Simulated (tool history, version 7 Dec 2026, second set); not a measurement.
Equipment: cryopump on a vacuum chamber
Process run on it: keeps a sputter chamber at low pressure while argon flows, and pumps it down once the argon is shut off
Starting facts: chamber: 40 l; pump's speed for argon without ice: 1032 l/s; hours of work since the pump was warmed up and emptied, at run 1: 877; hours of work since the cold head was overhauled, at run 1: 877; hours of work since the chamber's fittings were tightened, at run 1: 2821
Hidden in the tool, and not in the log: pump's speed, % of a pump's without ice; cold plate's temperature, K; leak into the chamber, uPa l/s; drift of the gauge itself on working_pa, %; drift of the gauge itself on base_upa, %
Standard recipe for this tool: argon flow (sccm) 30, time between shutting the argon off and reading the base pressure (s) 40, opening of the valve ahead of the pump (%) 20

run	hour	argon flow (sccm)	time between shutting the argon off and reading the base pressure (s)	opening of the valve ahead of the pump (%)	hours of work since the pump was warmed up and emptied	hours of work since the cold head was overhauled	hours of work since the chamber's fittings were tightened	pressure while argon flows (Pa)	pressure after the wait (uPa)
1	0.0	30	40	20	877	877	2821	0.2539	6.95
2	28.6	30	40	20	894	894	2839	0.2521	7.02
3	61.4	30	40	20	915	915	2859	0.2528	6.92
4	80.1	30	40	20	927	927	2871	0.2529	6.73
5	107.1	30	40	20	944	944	2888	0.2528	7.10
6	148.4	30	40	20	970	970	2914	0.2531	7.03
7	185.8	30	40	27	993	993	2937	0.1895	7.06
# hour 199.2: leaking fittings of the chamber tightened, without venting
8	215.2	30	40	27	1010	1010	10	0.1891	3.83
# hour 235.0: pump warmed up, emptied and cooled again
9	258.4	30	177	20	15	1034	34	0.2466	1.15
10	291.7	30	40	20	36	1055	55	0.2472	3.91
11	327.2	30	40	20	58	1078	77	0.2472	3.87
12	356.0	30	40	20	76	1096	95	0.2471	3.87
13	377.8	12	40	20	90	1109	109	0.0985	3.86
14	411.1	30	28	20	111	1130	130	0.2468	5.30
15	449.5	30	28	20	135	1154	154	0.2469	5.54
16	481.9	15	294	15	155	1175	174	0.1634	0.91
17	515.7	20	54	25	176	1196	196	0.1315	3.13
18	545.3	20	101	23	195	1215	214	0.1441	1.95
19	584.0	30	40	16	219	1239	239	0.3134	3.96
20	601.7	30	21	20	230	1250	250	0.2491	7.16
21	625.0	17	21	25	245	1265	264	0.1134	7.12
22	664.9	17	38	20	270	1290	289	0.1413	4.19
23	687.3	35	63	39	284	1304	303	0.1485	2.87
24	717.4	42	40	41	303	1323	322	0.1733	4.16
25	736.1	27	30	41	315	1334	334	0.1100	5.08
26	773.2	16	206	20	338	1358	357	0.1328	1.40

Pick out some run-to-run changes in pressure while argon flows (Pa). Of each, how much would a tool without hidden state show as well, from the settings, what came in and chance, and how much is left for the hidden state and any gauge scatter not in both results compared?
Run 8 -> 9: time between shutting the argon off and reading the base pressure (s) 40 -> 177, opening of the valve ahead of the pump (%) 27 -> 20, pump warmed up, emptied and cooled again. pressure while argon flows (Pa) +0.0575: hidden state -0.0071, all else +0.0646.
Run 12 -> 13: argon flow (sccm) 30 -> 12. pressure while argon flows (Pa) -0.1486: hidden state -0.0008, all else -0.1478.
Run 18 -> 19: argon flow (sccm) 20 -> 30, time between shutting the argon off and reading the base pressure (s) 101 -> 40, opening of the valve ahead of the pump (%) 23 -> 16. pressure while argon flows (Pa) +0.1693: hidden state +0.0009, all else +0.1684.
Run 22 -> 23: argon flow (sccm) 17 -> 35, time between shutting the argon off and reading the base pressure (s) 38 -> 63, opening of the valve ahead of the pump (%) 20 -> 39. pressure while argon flows (Pa) +0.0072: hidden state +0.0017, all else +0.0055.

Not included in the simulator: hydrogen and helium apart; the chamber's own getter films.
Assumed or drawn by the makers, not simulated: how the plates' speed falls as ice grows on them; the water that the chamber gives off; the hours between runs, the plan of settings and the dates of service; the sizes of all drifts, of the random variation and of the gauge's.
